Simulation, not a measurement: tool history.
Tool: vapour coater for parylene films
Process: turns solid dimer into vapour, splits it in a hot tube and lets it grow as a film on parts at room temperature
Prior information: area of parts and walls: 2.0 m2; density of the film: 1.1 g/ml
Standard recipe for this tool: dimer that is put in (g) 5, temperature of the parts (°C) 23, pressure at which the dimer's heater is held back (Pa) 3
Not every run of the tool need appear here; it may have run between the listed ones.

run	hour	dimer that is put in (g)	temperature of the parts (°C)	pressure at which the dimer's heater is held back (Pa)	thickness of the film (µm)
1	0	5	23	3	1.1
2	19.1	5	23	3	1.12
3	31.5	5	23	8.72	0.92
4	57	5	23	3	1.09
5	84.3	5	23	3	1.11
6	108.6	5	23	3	1.11
7	134.9	5	23	2.19	1.14
8	150.5	5	34	3	0.67
9	168.8	5	34	3	0.63
10	193.2	5	34	3	0.63
11	213	5	34	3	0.65
12	240.8	5	34	3	0.62
13	269	5	23	3	1.08
# hour 274.7: trap's valve overhauled
14	294.5	5	23	3	1.03
15	318.6	5	23	3	0.99
16	335.5	5	16	3	1.37
# hour 354: trap's valve overhauled, once more
17	355.4	5	23	3	1.13
18	384.2	5	23	3	1.13
19	398.2	5	23	3	1.12
20	412.2	5	24	3	1.1
21	424.7	5	24	3	1.02
22	448.3	5	23	3	1.06
23	466.6	5	22	3	1.14

Run 24 comes next. What will it give?
24	493.1	5	29	3	?

thickness of the film (µm): 0.82
Were there no unlogged condition in the tool, this run, its random variation unchanged, would have produced thickness of the film (µm) 0.89.
